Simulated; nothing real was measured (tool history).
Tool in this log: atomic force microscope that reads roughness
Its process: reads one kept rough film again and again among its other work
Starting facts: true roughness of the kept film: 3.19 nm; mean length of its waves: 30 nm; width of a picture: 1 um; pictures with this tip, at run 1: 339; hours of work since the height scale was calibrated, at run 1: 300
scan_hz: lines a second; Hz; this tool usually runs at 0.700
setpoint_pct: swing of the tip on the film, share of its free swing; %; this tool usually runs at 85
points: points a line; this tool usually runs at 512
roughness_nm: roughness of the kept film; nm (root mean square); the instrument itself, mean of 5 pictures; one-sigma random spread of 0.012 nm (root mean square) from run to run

run,hour,scan_hz,setpoint_pct,points,pictures with this tip,hours of work since the height scale was calibrated,roughness_nm
1,0.0,0.700,85,512,339,300,2.715
2,37.1,0.700,85,512,375,318,2.705
# hour 53.4: new tip fitted
3,64.4,0.700,85,512,10,331,2.695
4,93.2,0.700,85,512,39,345,2.717
5,129.6,0.700,85,512,75,362,2.709
6,168.4,0.700,85,512,113,381,2.728
7,196.0,0.700,85,512,140,394,2.718
8,222.4,0.700,85,512,166,407,2.698
9,253.1,0.700,85,512,196,422,2.699
10,284.3,0.700,85,512,227,437,2.697
11,307.8,0.700,85,427,250,448,2.684
12,333.4,0.700,85,427,275,460,2.678
13,375.4,0.700,85,427,317,481,2.670
14,419.2,0.700,85,427,360,502,2.697
15,439.4,0.700,85,505,380,511,2.705
# hour 452.4: new tip fitted
16,460.0,1.171,65,786,7,521,2.810
17,478.4,2.835,55,945,26,530,2.808
18,515.2,2.835,55,945,62,548,2.783
19,551.0,0.700,89,512,97,565,2.644
20,592.8,0.700,89,512,138,585,2.658
21,629.0,3.369,67,567,174,602,2.537
22,653.6,3.655,67,567,198,614,2.484
23,686.9,2.537,85,512,231,630,2.199
24,716.0,1.233,85,613,260,644,2.541
25,739.3,1.233,85,613,283,656,2.528
26,770.0,0.700,76,512,313,670,2.779
27,806.3,1.259,69,426,348,688,2.749
28,840.2,2.315,79,342,382,704,2.397
# hour 851.5: new tip fitted
29,884.0,2.315,64,715,32,725,2.709

How the hidden state differs across the entries between the runs, from the last listed run before each to the first after it:
In the gap between runs 2 and 3: new tip fitted (hour 53.4)
  radius of the tip, nm: 5.1 -> 5
In the gap between runs 15 and 16: new tip fitted (hour 452.4)
  radius of the tip, nm: 5.1 -> 5
In the gap between runs 28 and 29: new tip fitted (hour 851.5)
  radius of the tip, nm: 5.2 -> 5
